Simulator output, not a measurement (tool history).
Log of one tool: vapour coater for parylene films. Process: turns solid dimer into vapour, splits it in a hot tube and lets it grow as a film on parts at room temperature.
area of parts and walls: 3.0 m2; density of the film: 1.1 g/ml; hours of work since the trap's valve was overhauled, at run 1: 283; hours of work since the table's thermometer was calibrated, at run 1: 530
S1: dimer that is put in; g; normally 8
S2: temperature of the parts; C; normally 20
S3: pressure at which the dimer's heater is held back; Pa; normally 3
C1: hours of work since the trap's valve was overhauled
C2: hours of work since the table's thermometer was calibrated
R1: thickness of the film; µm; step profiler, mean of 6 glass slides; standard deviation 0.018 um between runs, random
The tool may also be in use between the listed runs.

{"run": 1, "hour": 0.0, "S1": 8, "S2": 20, "S3": 3, "C1": 283, "C2": 530, "R1": 1.25}
{"run": 2, "hour": 16.1, "S1": 8, "S2": 20, "S3": 3, "C1": 292, "C2": 539, "R1": 1.25}
{"run": 3, "hour": 40.9, "S1": 8, "S2": 20, "S3": 3, "C1": 305, "C2": 552, "R1": 1.26}
{"run": 4, "hour": 62.1, "S1": 8, "S2": 20, "S3": 3, "C1": 317, "C2": 563, "R1": 1.24}
{"run": 5, "hour": 84.3, "S1": 8, "S2": 20, "S3": 3, "C1": 329, "C2": 575, "R1": 1.23}
{"run": 6, "hour": 116.2, "S1": 8, "S2": 20, "S3": 3, "C1": 346, "C2": 592, "R1": 1.24}
{"run": 7, "hour": 141.8, "S1": 8, "S2": 19, "S3": 3, "C1": 359, "C2": 606, "R1": 1.26}
{"run": 8, "hour": 173.4, "S1": 8, "S2": 19, "S3": 3, "C1": 376, "C2": 623, "R1": 1.28}
{"run": 9, "hour": 191.5, "S1": 8, "S2": 17, "S3": 3, "C1": 386, "C2": 633, "R1": 1.39}
{"run": 10, "hour": 209.7, "S1": 8, "S2": 20, "S3": 3, "C1": 396, "C2": 642, "R1": 1.22}
{"run": 11, "hour": 243.2, "S1": 8, "S2": 20, "S3": 3, "C1": 414, "C2": 660, "R1": 1.21}
{"run": 12, "hour": 257.4, "S1": 8, "S2": 13, "S3": 3, "C1": 421, "C2": 668, "R1": 1.64}
{"run": 13, "hour": 287.2, "S1": 8, "S2": 20, "S3": 3, "C1": 437, "C2": 684, "R1": 1.21}
{"run": 14, "hour": 312.0, "S1": 8, "S2": 20, "S3": 3, "C1": 450, "C2": 697, "R1": 1.21}
{"run": 15, "hour": 335.3, "S1": 8, "S2": 20, "S3": 3, "C1": 463, "C2": 710, "R1": 1.17}
{"run": 16, "hour": 363.7, "S1": 8, "S2": 20, "S3": 3, "C1": 478, "C2": 725, "R1": 1.17}
{"run": 17, "hour": 380.3, "S1": 4, "S2": 20, "S3": 3, "C1": 487, "C2": 734, "R1": 0.59}
{"run": 18, "hour": 398.5, "S1": 8, "S2": 20, "S3": 3, "C1": 497, "C2": 743, "R1": 1.17}
{"run": 19, "hour": 424.7, "S1": 8, "S2": 20, "S3": 3, "C1": 511, "C2": 757, "R1": 1.18}
{"run": 20, "hour": 455.6, "S1": 8, "S2": 20, "S3": 2.08, "C1": 527, "C2": 774, "R1": 1.26}
{"run": 21, "hour": 485.8, "S1": 8, "S2": 20, "S3": 2.08, "C1": 544, "C2": 790, "R1": 1.28}
{"hour": 510.5, "done": "trap's valve overhauled"}
{"run": 22, "hour": 515.8, "S1": 8, "S2": 20, "S3": 2.08, "C1": 3, "C2": 804, "R1": 1.46}
{"run": 23, "hour": 532.4, "S1": 8, "S2": 20, "S3": 3, "C1": 12, "C2": 813, "R1": 1.35}
{"run": 24, "hour": 565.5, "S1": 6, "S2": 13, "S3": 3, "C1": 29, "C2": 831, "R1": 1.35}
{"run": 25, "hour": 581.9, "S1": 6, "S2": 13, "S3": 3, "C1": 38, "C2": 840, "R1": 1.34}
{"run": 26, "hour": 600.4, "S1": 6, "S2": 13, "S3": 3, "C1": 48, "C2": 849, "R1": 1.31}
{"run": 27, "hour": 631.7, "S1": 7, "S2": 29, "S3": 4.35, "C1": 65, "C2": 866, "R1": 0.73}
{"run": 28, "hour": 648.9, "S1": 7, "S2": 29, "S3": 4.35, "C1": 74, "C2": 875, "R1": 0.74}
{"run": 29, "hour": 681.1, "S1": 5, "S2": 20, "S3": 3, "C1": 91, "C2": 893, "R1": 0.83}
{"run": 30, "hour": 701.4, "S1": 10, "S2": 13, "S3": 3, "C1": 102, "C2": 904, "R1": 2.17}
{"run": 31, "hour": 735.9, "S1": 6, "S2": 20, "S3": 3.19, "C1": 121, "C2": 922, "R1": 0.98}
{"run": 32, "hour": 767.0, "S1": 6, "S2": 20, "S3": 3.19, "C1": 137, "C2": 939, "R1": 0.93}
{"run": 33, "hour": 792.9, "S1": 6, "S2": 20, "S3": 3.19, "C1": 151, "C2": 952, "R1": 0.95}
{"run": 34, "hour": 812.1, "S1": 8, "S2": 22, "S3": 4.86, "C1": 162, "C2": 963, "R1": 1.06}
{"run": 35, "hour": 843.6, "S1": 8, "S2": 22, "S3": 7.15, "C1": 178, "C2": 980, "R1": 1}
{"run": 36, "hour": 876.0, "S1": 6, "S2": 22, "S3": 4.18, "C1": 196, "C2": 997, "R1": 0.8}
{"run": 37, "hour": 898.5, "S1": 8, "S2": 25, "S3": 3, "C1": 208, "C2": 1009, "R1": 1.05}
{"run": 38, "hour": 918.5, "S1": 8, "S2": 25, "S3": 2.72, "C1": 219, "C2": 1020, "R1": 1.04}
{"run": 39, "hour": 951.2, "S1": 8, "S2": 25, "S3": 2.72, "C1": 236, "C2": 1037, "R1": 1.06}
{"run": 40, "hour": 978.7, "S1": 8, "S2": 25, "S3": 2.72, "C1": 251, "C2": 1052, "R1": 1.04}
{"run": 41, "hour": 1012.8, "S1": 8, "S2": 28, "S3": 3, "C1": 269, "C2": 1070, "R1": 0.9}
{"run": 42, "hour": 1029.4, "S1": 8, "S2": 28, "S3": 3, "C1": 278, "C2": 1079, "R1": 0.88}
{"run": 43, "hour": 1064.7, "S1": 8, "S2": 13, "S3": 2.8, "C1": 297, "C2": 1098, "R1": 1.69}
{"run": 44, "hour": 1089.6, "S1": 8, "S2": 13, "S3": 2.8, "C1": 310, "C2": 1111, "R1": 1.69}
{"run": 45, "hour": 1107.7, "S1": 12, "S2": 23, "S3": 2.16, "C1": 320, "C2": 1121, "R1": 1.74}

The same runs without the tool's hidden state, with the same run-to-run variation:
Hidden conditions of the tool in this case: vapour lost through the trap's worn valve, %; true temperature of the parts over the reading, C; drift of the gauge itself on film_um, %.
run=1 R1=1.37
run=2 R1=1.38
run=3 R1=1.39
run=4 R1=1.38
run=5 R1=1.37
run=6 R1=1.38
run=7 R1=1.41
run=8 R1=1.45
run=9 R1=1.57
run=10 R1=1.39
run=11 R1=1.38
run=12 R1=1.88
run=13 R1=1.39
run=14 R1=1.4
run=15 R1=1.36
run=16 R1=1.36
run=17 R1=0.69
run=18 R1=1.37
run=19 R1=1.39
run=20 R1=1.5
run=21 R1=1.53
run=22 R1=1.5
run=23 R1=1.39
run=24 R1=1.4
run=25 R1=1.39
run=26 R1=1.36
run=27 R1=0.76
run=28 R1=0.78
run=29 R1=0.87
run=30 R1=2.29
run=31 R1=1.04
run=32 R1=1
run=33 R1=1.02
run=34 R1=1.14
run=35 R1=1.08
run=36 R1=0.87
run=37 R1=1.15
run=38 R1=1.14
run=39 R1=1.17
run=40 R1=1.15
run=41 R1=1
run=42 R1=0.98
run=43 R1=1.89
run=44 R1=1.91
run=45 R1=1.96
